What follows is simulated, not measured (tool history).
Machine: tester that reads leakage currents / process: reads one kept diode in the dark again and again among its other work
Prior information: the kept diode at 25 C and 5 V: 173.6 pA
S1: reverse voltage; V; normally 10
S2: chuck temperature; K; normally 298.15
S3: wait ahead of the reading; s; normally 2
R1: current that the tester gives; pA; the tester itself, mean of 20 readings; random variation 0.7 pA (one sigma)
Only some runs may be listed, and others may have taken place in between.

{"run": 1, "hour": 0.0, "S1": 10, "S2": 298.15, "S3": 2, "R1": 233.81}
{"run": 2, "hour": 75.6, "S1": 10, "S2": 298.15, "S3": 2, "R1": 235.22}
{"run": 3, "hour": 148.6, "S1": 10, "S2": 298.15, "S3": 2, "R1": 235.21}
{"run": 4, "hour": 266.9, "S1": 10, "S2": 298.15, "S3": 2, "R1": 234.78}
{"run": 5, "hour": 385.0, "S1": 10, "S2": 317.15, "S3": 2, "R1": 893.8}
{"run": 6, "hour": 465.0, "S1": 10, "S2": 317.15, "S3": 3.02, "R1": 894.47}
{"run": 7, "hour": 531.8, "S1": 10, "S2": 317.15, "S3": 3.02, "R1": 898.43}
{"run": 8, "hour": 623.0, "S1": 4.5, "S2": 317.15, "S3": 2.34, "R1": 633.76}
{"run": 9, "hour": 731.3, "S1": 5.8, "S2": 299.15, "S3": 5.02, "R1": 200.08}
{"run": 10, "hour": 868.6, "S1": 5.8, "S2": 299.15, "S3": 5.02, "R1": 198.72}
{"hour": 954.2, "done": "chuck's temperature calibrated"}
{"run": 11, "hour": 999.8, "S1": 10, "S2": 299.15, "S3": 4.2, "R1": 252.77}

Each row is a separate what-if for the run after 11, all from the same tool condition, not one after another. Results?
{"hour": 1094.0, "done": "probe card cleaned and baked"}
{"run": "A", "hour": 1137.9, "S1": 7.3, "S2": 293.15, "S3": 0.56, "R1": "?"}
{"hour": 1094.0, "done": "probe card cleaned and baked"}
{"run": "B", "hour": 1137.9, "S1": 10.6, "S2": 298.15, "S3": 2, "R1": "?"}
{"hour": 1094.0, "done": "probe card cleaned and baked"}
{"run": "C", "hour": 1137.9, "S1": 10, "S2": 307.15, "S3": 3.24, "R1": "?"}

run=A R1=142.12
run=B R1=239.84
run=C R1=453.57
Without the tool's unlogged condition, the same runs would have read:
run=A R1=142.15
run=B R1=239.88
run=C R1=453.63
